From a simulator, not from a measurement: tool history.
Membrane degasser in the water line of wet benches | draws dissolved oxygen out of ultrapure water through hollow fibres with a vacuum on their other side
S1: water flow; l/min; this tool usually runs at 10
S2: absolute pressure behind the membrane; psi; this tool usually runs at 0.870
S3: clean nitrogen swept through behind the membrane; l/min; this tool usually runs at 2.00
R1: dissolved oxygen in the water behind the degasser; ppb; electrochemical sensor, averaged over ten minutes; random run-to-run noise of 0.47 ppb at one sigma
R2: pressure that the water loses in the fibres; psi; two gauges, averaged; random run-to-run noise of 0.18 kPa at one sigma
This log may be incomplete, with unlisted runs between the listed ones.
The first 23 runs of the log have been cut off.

run    hour  S1     S2    S3     R1     R2
 24  2479.9   7  0.577  2.04    7.5  3.622
 25  2619.7  12  0.560  4.05   10.5  6.160
 26  2700.3  10  1.919  1.53  166.9  5.133
 27  2850.4   7  1.073  2.00   40.5  3.626
 28  2932.9   8  1.146  5.36   20.7  4.135
 29  3074.1   8  0.965  0.94   74.9  4.102
 30  3191.0  12  0.965  2.08   56.6  6.205
 31  3332.9  12  0.965  2.08   56.7  6.221
 32  3470.3  12  0.965  2.08   57.6  6.222

Consider 4 possible next runs. They are alternatives, not a sequence: every one starts from the tool as it was left by run 32. What does each give?
  A  3603.5   8  1.033  2.08   ?   ?
  B  3603.5   7  0.870  5.77   ?   ?
  C  3603.5  11  0.965  3.33   ?   ?
  D  3603.5  11  0.661  2.08   ?   ?

run    R1     R2
  A  42.3  4.210
  B   9.8  3.619
  C  33.5  5.678
  D  23.2  5.733
Had the tool no hidden state, the same runs would have come out as:
run    R1     R2
  A  38.4  4.023
  B   8.7  3.456
  C  30.3  5.423
  D  21.1  5.478
